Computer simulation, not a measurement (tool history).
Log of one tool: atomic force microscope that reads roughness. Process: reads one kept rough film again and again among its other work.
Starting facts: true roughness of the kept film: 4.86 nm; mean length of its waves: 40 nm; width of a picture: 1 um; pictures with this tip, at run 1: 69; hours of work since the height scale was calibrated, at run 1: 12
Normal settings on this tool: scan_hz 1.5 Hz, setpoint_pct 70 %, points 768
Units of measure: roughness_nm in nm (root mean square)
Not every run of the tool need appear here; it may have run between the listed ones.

run,day,scan_hz,setpoint_pct,points,pictures with this tip,hours of work since the height scale was calibrated,roughness_nm
1,0,1.5,70,768,69,12,4.392
2,1.117,1.5,70,701,87,24,4.338
3,2.208,1.5,70,701,104,35,4.364
4,3.212,1.5,70,701,120,46,4.356
# day 3.292: new tip fitted
5,4.038,1.22,70,768,12,54,4.404
6,5.242,1.96,70,827,31,67,4.286
7,6.112,1.96,70,827,45,76,4.282
8,7.321,1.13,59,277,65,89,4.475
9,8.067,1.5,82,768,77,97,4.174
10,9.1,1.32,58,768,93,108,4.503

Predict each of these 3 candidate next runs independently; none follows another, all start after run 10:
A,10.204,2.59,75,285,111,119,?
B,10.204,1.32,55,714,111,119,?
C,10.204,0.68,56,704,111,119,?

run,roughness_nm
A,4.03
B,4.487
C,4.536
The same runs, with their run-to-run variation unchanged, on a tool lacking any hidden condition would have given:
run,roughness_nm
A,4.036
B,4.493
C,4.542
